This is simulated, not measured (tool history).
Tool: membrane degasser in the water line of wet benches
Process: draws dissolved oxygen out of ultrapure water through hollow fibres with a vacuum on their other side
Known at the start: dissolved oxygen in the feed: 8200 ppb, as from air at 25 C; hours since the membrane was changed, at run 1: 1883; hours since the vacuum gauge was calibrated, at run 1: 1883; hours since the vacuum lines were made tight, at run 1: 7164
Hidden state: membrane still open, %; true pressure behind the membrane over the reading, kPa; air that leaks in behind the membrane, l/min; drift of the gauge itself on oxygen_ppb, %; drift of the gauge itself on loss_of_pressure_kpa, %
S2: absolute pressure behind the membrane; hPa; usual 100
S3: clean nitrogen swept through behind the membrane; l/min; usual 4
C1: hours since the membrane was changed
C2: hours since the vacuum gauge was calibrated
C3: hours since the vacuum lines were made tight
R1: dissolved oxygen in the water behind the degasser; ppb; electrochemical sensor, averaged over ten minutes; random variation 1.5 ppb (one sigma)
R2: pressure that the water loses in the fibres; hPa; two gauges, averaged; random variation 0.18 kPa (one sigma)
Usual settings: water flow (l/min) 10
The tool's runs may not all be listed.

{"run": 1, "hour": 0.0, "water flow (l/min)": 10, "S2": 100, "S3": 4, "C1": 1883, "C2": 1883, "C3": 7164, "R1": 152.1, "R2": 311.5}
{"run": 2, "hour": 125.3, "water flow (l/min)": 10, "S2": 100, "S3": 5.04, "C1": 2008, "C2": 2008, "C3": 7289, "R1": 145, "R2": 309.4}
{"run": 3, "hour": 361.4, "water flow (l/min)": 10, "S2": 100, "S3": 5.04, "C1": 2245, "C2": 2245, "C3": 7525, "R1": 147.4, "R2": 308.5}
{"run": 4, "hour": 567.1, "water flow (l/min)": 7, "S2": 100, "S3": 4, "C1": 2450, "C2": 2450, "C3": 7731, "R1": 63.2, "R2": 217.8}
{"run": 5, "hour": 699.9, "water flow (l/min)": 15, "S2": 100, "S3": 4, "C1": 2583, "C2": 2583, "C3": 7864, "R1": 399.4, "R2": 468.5}
{"run": 6, "hour": 848.8, "water flow (l/min)": 10, "S2": 209, "S3": 4, "C1": 2732, "C2": 2732, "C3": 8012, "R1": 221.4, "R2": 311.9}
{"run": 7, "hour": 977.4, "water flow (l/min)": 10, "S2": 209, "S3": 4, "C1": 2861, "C2": 2861, "C3": 8141, "R1": 225.8, "R2": 308.2}
{"run": 8, "hour": 1135.4, "water flow (l/min)": 10, "S2": 209, "S3": 4, "C1": 3019, "C2": 3019, "C3": 8299, "R1": 225.9, "R2": 312.6}
{"run": 9, "hour": 1349.6, "water flow (l/min)": 10, "S2": 209, "S3": 4, "C1": 3233, "C2": 3233, "C3": 8513, "R1": 223.3, "R2": 313.8}
{"run": 10, "hour": 1536.7, "water flow (l/min)": 10, "S2": 76, "S3": 4, "C1": 3420, "C2": 3420, "C3": 8700, "R1": 143.4, "R2": 309.2}
{"run": 11, "hour": 1800.8, "water flow (l/min)": 10, "S2": 76, "S3": 4, "C1": 3684, "C2": 3684, "C3": 8964, "R1": 145.4, "R2": 310.5}
{"run": 12, "hour": 1954.1, "water flow (l/min)": 10, "S2": 76, "S3": 4, "C1": 3837, "C2": 3837, "C3": 9118, "R1": 143.8, "R2": 313.1}
{"hour": 2120.9, "done": "vacuum gauge calibrated"}
{"run": 13, "hour": 2120.9, "water flow (l/min)": 10, "S2": 100, "S3": 5.14, "C1": 4004, "C2": 0, "C3": 9284, "R1": 148.6, "R2": 316.1}
{"run": 14, "hour": 2362.8, "water flow (l/min)": 10, "S2": 135, "S3": 4, "C1": 4246, "C2": 242, "C3": 9526, "R1": 181.7, "R2": 313.1}
{"run": 15, "hour": 2530.8, "water flow (l/min)": 10, "S2": 135, "S3": 4, "C1": 4413, "C2": 410, "C3": 9694, "R1": 179.6, "R2": 311.4}
{"run": 16, "hour": 2743.8, "water flow (l/min)": 14, "S2": 115, "S3": 5.86, "C1": 4627, "C2": 623, "C3": 9907, "R1": 333.6, "R2": 438.1}
{"run": 17, "hour": 2939.5, "water flow (l/min)": 10, "S2": 94, "S3": 2.51, "C1": 4822, "C2": 819, "C3": 10103, "R1": 179, "R2": 315.5}
{"run": 18, "hour": 3163.8, "water flow (l/min)": 10, "S2": 94, "S3": 2.51, "C1": 5046, "C2": 1043, "C3": 10327, "R1": 181.4, "R2": 315.2}
{"run": 19, "hour": 3323.7, "water flow (l/min)": 10, "S2": 94, "S3": 2.51, "C1": 5206, "C2": 1203, "C3": 10487, "R1": 178.1, "R2": 313.2}
{"hour": 3493.7, "done": "seals of the vacuum lines changed"}
{"run": 20, "hour": 3501.3, "water flow (l/min)": 10, "S2": 94, "S3": 2.51, "C1": 5382, "C2": 1378, "C3": 8, "R1": 177.6, "R2": 313.8}
{"run": 21, "hour": 3801.0, "water flow (l/min)": 7, "S2": 188, "S3": 6.15, "C1": 5682, "C2": 1678, "C3": 307, "R1": 79.4, "R2": 219.8}
{"run": 22, "hour": 3921.4, "water flow (l/min)": 7, "S2": 188, "S3": 6.15, "C1": 5802, "C2": 1799, "C3": 428, "R1": 79.8, "R2": 221.1}
{"run": 23, "hour": 4090.9, "water flow (l/min)": 7, "S2": 188, "S3": 6.3, "C1": 5972, "C2": 1968, "C3": 597, "R1": 78.6, "R2": 219.2}
{"run": 24, "hour": 4254.6, "water flow (l/min)": 14, "S2": 150, "S3": 8.7, "C1": 6135, "C2": 2132, "C3": 761, "R1": 339.1, "R2": 441.7}
{"run": 25, "hour": 4516.8, "water flow (l/min)": 10, "S2": 76, "S3": 7.62, "C1": 6398, "C2": 2394, "C3": 1023, "R1": 134.3, "R2": 314.9}

3 ways to go on from here, each from the tool as it stands after run 25. What would each give?
{"run": "A", "hour": 4724.0, "water flow (l/min)": 10, "S2": 148, "S3": 4, "C1": 6605, "C2": 2601, "C3": 1230, "R1": "?", "R2": "?"}
{"run": "B", "hour": 4724.0, "water flow (l/min)": 10, "S2": 71, "S3": 2.26, "C1": 6605, "C2": 2601, "C3": 1230, "R1": "?", "R2": "?"}
{"run": "C", "hour": 4724.0, "water flow (l/min)": 11, "S2": 76, "S3": 7.62, "C1": 6605, "C2": 2601, "C3": 1230, "R1": "?", "R2": "?"}

run=A R1=192.9 R2=316.3
run=B R1=164.5 R2=316.2
run=C R1=175.9 R2=345.3
Without the tool's hidden state the same runs would have given:
run=A R1=180.3 R2=308.9
run=B R1=151.7 R2=308.7
run=C R1=161.1 R2=337.2

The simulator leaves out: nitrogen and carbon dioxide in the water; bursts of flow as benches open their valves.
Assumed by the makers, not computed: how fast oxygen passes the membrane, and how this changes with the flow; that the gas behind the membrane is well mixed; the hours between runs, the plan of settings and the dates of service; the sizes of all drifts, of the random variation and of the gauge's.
